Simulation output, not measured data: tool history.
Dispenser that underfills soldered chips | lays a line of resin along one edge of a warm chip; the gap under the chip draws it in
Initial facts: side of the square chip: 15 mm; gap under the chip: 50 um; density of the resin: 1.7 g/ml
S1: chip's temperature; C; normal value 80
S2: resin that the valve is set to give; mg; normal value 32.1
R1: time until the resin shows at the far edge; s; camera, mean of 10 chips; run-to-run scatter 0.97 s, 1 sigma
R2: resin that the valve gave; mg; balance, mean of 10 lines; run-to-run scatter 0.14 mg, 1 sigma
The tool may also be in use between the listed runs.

| run | hour | S1 | S2 | R1 | R2 |
|---|---|---|---|---|---|
| 1 | 0.0 | 80 | 32.1 | 107.2 | 29.81 |
| 2 | 4.8 | 80 | 32.1 | 115.8 | 29.83 |
|  | 5.5 | new syringe of resin |
| 3 | 8.2 | 80 | 32.1 | 97.3 | 29.83 |
|  | 12.8 | dispensing valve cleaned and set on the balance |
| 4 | 15.0 | 80 | 32.1 | 106.3 | 31.96 |
|  | 18.5 | new syringe of resin |
| 5 | 20.6 | 80 | 32.1 | 95.9 | 32.04 |
| 6 | 25.1 | 71 | 27.9 | 155.4 | 27.76 |
| 7 | 29.7 | 90 | 39.2 | 76.0 | 38.71 |
|  | 30.6 | new syringe of resin |
| 8 | 36.4 | 73 | 32.4 | 142.0 | 31.94 |
| 9 | 41.9 | 90 | 32.1 | 79.6 | 31.66 |
|  | 42.5 | new syringe of resin |
| 10 | 47.0 | 90 | 32.1 | 69.3 | 31.41 |

Forecast each of these 4 alternatives for the next run:
| A | 51.2 | 72 | 33.6 | ? | ? |
| B | 51.2 | 69 | 31.8 | ? | ? |
| C | 51.2 | 78 | 35.0 | ? | ? |
| D | 51.2 | 78 | 31.6 | ? | ? |

| run | R1 | R2 |
|---|---|---|
| A | 150.4 | 32.97 |
| B | 172.7 | 31.03 |
| C | 119.0 | 34.09 |
| D | 118.4 | 30.81 |
Without the tool's hidden state the same runs would have given:
| run | R1 | R2 |
|---|---|---|
| A | 126.4 | 33.70 |
| B | 145.0 | 31.72 |
| C | 100.1 | 34.85 |
| D | 99.5 | 31.49 |

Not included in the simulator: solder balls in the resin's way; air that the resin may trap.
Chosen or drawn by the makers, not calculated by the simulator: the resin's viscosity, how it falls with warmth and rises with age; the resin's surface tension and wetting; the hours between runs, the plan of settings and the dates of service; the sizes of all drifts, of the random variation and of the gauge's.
